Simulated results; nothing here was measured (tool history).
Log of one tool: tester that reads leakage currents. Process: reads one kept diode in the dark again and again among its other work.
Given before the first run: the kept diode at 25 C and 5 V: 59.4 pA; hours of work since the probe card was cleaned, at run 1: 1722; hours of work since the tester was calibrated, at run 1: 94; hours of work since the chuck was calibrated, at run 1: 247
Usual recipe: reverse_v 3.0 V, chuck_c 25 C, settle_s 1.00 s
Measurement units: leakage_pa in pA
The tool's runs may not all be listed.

run   hour  reverse_v  chuck_c  settle_s  hours of work since the probe card was cleaned  hours of work since the tester was calibrated  hours of work since the chuck was calibrated  leakage_pa
  1    0.0        3.0       25      1.00                                            1722                                             94                                           247       49.01
  2  110.6        3.0       25      1.00                                            1774                                            145                                           298       48.64
  3  196.1        3.0       25      1.00                                            1814                                            185                                           338       48.06
  4  283.8        3.0       25      1.00                                            1855                                            226                                           379       47.71
  5  370.1        3.0       25      0.81                                            1895                                            267                                           419       47.35
  6  439.9        3.0       44      1.00                                            1928                                            299                                           452      207.29

Expected results for the next run?
  7  519.7        2.2       25      7.99                                            1965                                            337                                           489           ?

leakage_pa: 39.89 pA
If the tool had no hidden condition, the same run with the same run-to-run variation would have returned leakage_pa 41.96 pA.

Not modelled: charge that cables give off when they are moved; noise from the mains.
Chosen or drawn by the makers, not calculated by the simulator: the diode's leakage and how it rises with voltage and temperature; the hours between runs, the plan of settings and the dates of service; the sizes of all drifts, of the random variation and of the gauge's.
